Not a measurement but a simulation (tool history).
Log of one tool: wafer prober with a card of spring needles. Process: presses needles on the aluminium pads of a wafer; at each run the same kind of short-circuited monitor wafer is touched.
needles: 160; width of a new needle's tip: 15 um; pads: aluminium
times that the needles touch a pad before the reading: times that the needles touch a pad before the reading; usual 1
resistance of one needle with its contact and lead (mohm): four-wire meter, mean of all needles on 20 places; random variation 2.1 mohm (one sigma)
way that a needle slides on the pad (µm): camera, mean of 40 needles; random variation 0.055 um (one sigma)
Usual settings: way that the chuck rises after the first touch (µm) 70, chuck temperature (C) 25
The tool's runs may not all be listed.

run	hour	way that the chuck rises after the first touch (µm)	chuck temperature (C)	times that the needles touch a pad before the reading	resistance of one needle with its contact and lead (mohm)	way that a needle slides on the pad (µm)
1	0	70	25	1	284	15.23
# hour 3.8: tips cleaned on abrasive film
# hour 12.5: tips cleaned on abrasive film
# hour 19.5: tips cleaned on abrasive film
# hour 28.2: tips cleaned on abrasive film
2	31.2	70	25	1	278	14.88
# hour 36.5: tips cleaned on abrasive film
# hour 43.4: tips cleaned on abrasive film
# hour 50.4: tips cleaned on abrasive film
3	56.5	70	25	1	313	14.94
# hour 58.3: tips cleaned on abrasive film
# hour 67: tips cleaned on abrasive film
# hour 75.7: tips cleaned on abrasive film
# hour 84.4: tips cleaned on abrasive film
# hour 93.1: tips cleaned on abrasive film
# hour 93.4: height of the first contact set anew
# hour 100.7: tips cleaned on abrasive film
4	100.7	70	89	1	258	15.58
# hour 109.4: tips cleaned on abrasive film
# hour 118: tips cleaned on abrasive film
# hour 126.7: tips cleaned on abrasive film
# hour 133.7: tips cleaned on abrasive film
# hour 141.4: tips cleaned on abrasive film
5	141.4	70	25	1	241	15.58
# hour 150.1: tips cleaned on abrasive film
# hour 157.1: tips cleaned on abrasive film
# hour 162.3: tips cleaned on abrasive film, once more
# hour 169.3: tips cleaned on abrasive film
# hour 178: tips cleaned on abrasive film
# hour 186.7: tips cleaned on abrasive film
6	193.5	70	25	1	319	15.54
# hour 195.3: tips cleaned on abrasive film
# hour 202.3: tips cleaned on abrasive film
# hour 210.9: tips cleaned on abrasive film
# hour 219.6: tips cleaned on abrasive film
# hour 226.6: tips cleaned on abrasive film
# hour 233.6: tips cleaned on abrasive film
7	233.6	70	25	1	248	15.34
# hour 240.6: tips cleaned on abrasive film
# hour 247.6: tips cleaned on abrasive film
# hour 256.3: tips cleaned on abrasive film
# hour 263.3: tips cleaned on abrasive film
# hour 272: tips cleaned on abrasive film
# hour 278.9: tips cleaned on abrasive film
8	280.6	70	25	1	271	15.26
# hour 287.6: tips cleaned on abrasive film
# hour 296.3: tips cleaned on abrasive film
# hour 303.3: tips cleaned on abrasive film
# hour 310.2: tips cleaned on abrasive film
# hour 318.9: tips cleaned on abrasive film
# hour 325.9: tips cleaned on abrasive film
# hour 334.6: tips cleaned on abrasive film
9	335.3	70	25	2	252	15.05
# hour 342.2: tips cleaned on abrasive film
# hour 350.9: tips cleaned on abrasive film
# hour 359.6: tips cleaned on abrasive film
# hour 366.6: tips cleaned on abrasive film
# hour 373.6: tips cleaned on abrasive film
# hour 381.3: tips cleaned on abrasive film
10	381.3	70	25	2	247	14.93
# hour 390: tips cleaned on abrasive film
# hour 395.4: height of the first contact set anew
# hour 399: tips cleaned on abrasive film
# hour 407.7: tips cleaned on abrasive film
# hour 416.3: tips cleaned on abrasive film
11	420.6	70	25	2	272	15.56
# hour 424.1: tips cleaned on abrasive film
# hour 431.1: tips cleaned on abrasive film
# hour 439.8: tips cleaned on abrasive film
# hour 448.5: tips cleaned on abrasive film
# hour 455.5: tips cleaned on abrasive film
# hour 462.4: tips cleaned on abrasive film
# hour 471.1: tips cleaned on abrasive film
12	476.1	70	25	2	277	15.5
# hour 479.6: tips cleaned on abrasive film
# hour 486.6: tips cleaned on abrasive film
# hour 493.6: tips cleaned on abrasive film
# hour 502.3: tips cleaned on abrasive film
13	507.5	70	25	2	285	15.35
# hour 509.3: tips cleaned on abrasive film
# hour 518: tips cleaned on abrasive film
# hour 526.6: tips cleaned on abrasive film
# hour 535.3: tips cleaned on abrasive film
# hour 542.3: tips cleaned on abrasive film
14	546.7	89	85	2	272	19.51
# hour 550.3: tips cleaned on abrasive film
# hour 559: tips cleaned on abrasive film
# hour 567.7: tips cleaned on abrasive film
# hour 574.6: tips cleaned on abrasive film
# hour 583.3: tips cleaned on abrasive film
# hour 591.6: tips cleaned on abrasive film
15	591.6	54	67	2	275	11.6
# hour 600.3: tips cleaned on abrasive film
# hour 609: tips cleaned on abrasive film
# hour 616: tips cleaned on abrasive film
# hour 624.7: tips cleaned on abrasive film
# hour 631.6: tips cleaned on abrasive film
16	636.2	71	49	1	319	15.35
# hour 639.7: tips cleaned on abrasive film
# hour 646.7: tips cleaned on abrasive film
# hour 655.4: tips cleaned on abrasive film
17	661.5	66	26	2	300	14.15
# hour 663.3: tips cleaned on abrasive film
# hour 672: tips cleaned on abrasive film
# hour 680.7: tips cleaned on abrasive film
# hour 689.4: tips cleaned on abrasive film
# hour 696.6: height of the first contact set anew
# hour 698.4: tips cleaned on abrasive film
18	704.7	74	38	1	319	16.51
# hour 706.5: tips cleaned on abrasive film
# hour 715.2: tips cleaned on abrasive film
# hour 722.2: tips cleaned on abrasive film
# hour 730.9: tips cleaned on abrasive film
19	736.1	70	78	1	331	15.54
# hour 737.9: tips cleaned on abrasive film
# hour 744.9: tips cleaned on abrasive film
# hour 753.6: tips cleaned on abrasive film
# hour 762.2: tips cleaned on abrasive film
20	768.1	76	49	2	288	16.85
# hour 769.9: tips cleaned on abrasive film
# hour 778.6: tips cleaned on abrasive film
# hour 787.3: tips cleaned on abrasive film
# hour 796: tips cleaned on abrasive film
21	799.9	69	116	2	301	15.13
# hour 803.5: tips cleaned on abrasive film
# hour 812.2: tips cleaned on abrasive film
# hour 820.8: tips cleaned on abrasive film
# hour 829.5: tips cleaned on abrasive film
22	831.5	80	75	2	274	17.64
# hour 836.8: tips cleaned on abrasive film
# hour 845.5: tips cleaned on abrasive film
# hour 854.2: tips cleaned on abrasive film
# hour 862.9: tips cleaned on abrasive film
# hour 869.8: tips cleaned on abrasive film
23	875.6	80	75	2	290	17.5

Measured less the same run without the tool's hidden state. The same run-to-run variation is in both; the gauge's scatter may not be:
The hidden state here: debris on the tips, nm; way that the needles fall short of the set height, um; tips' diameter, um; drift of the gauge itself on contact_mohm, %; drift of the gauge itself on scrub_um, %.
run	resistance of one needle with its contact and lead (mohm)	way that a needle slides on the pad (µm)
1	+49	-0.46
2	+49	-0.72
3	+82	-0.78
4	+10	-0.01
5	+10	-0.11
6	+86	-0.21
7	+12	-0.33
8	+36	-0.43
9	+19	-0.56
10	+12	-0.69
11	+41	-0.05
12	+48	-0.18
13	+53	-0.25
14	+29	-0.36
15	+20	-0.47
16	+77	-0.56
17	+70	-0.6
18	+86	-0.02
19	+84	-0.09
20	+52	-0.15
21	+43	-0.22
22	+27	-0.3
23	+45	-0.4
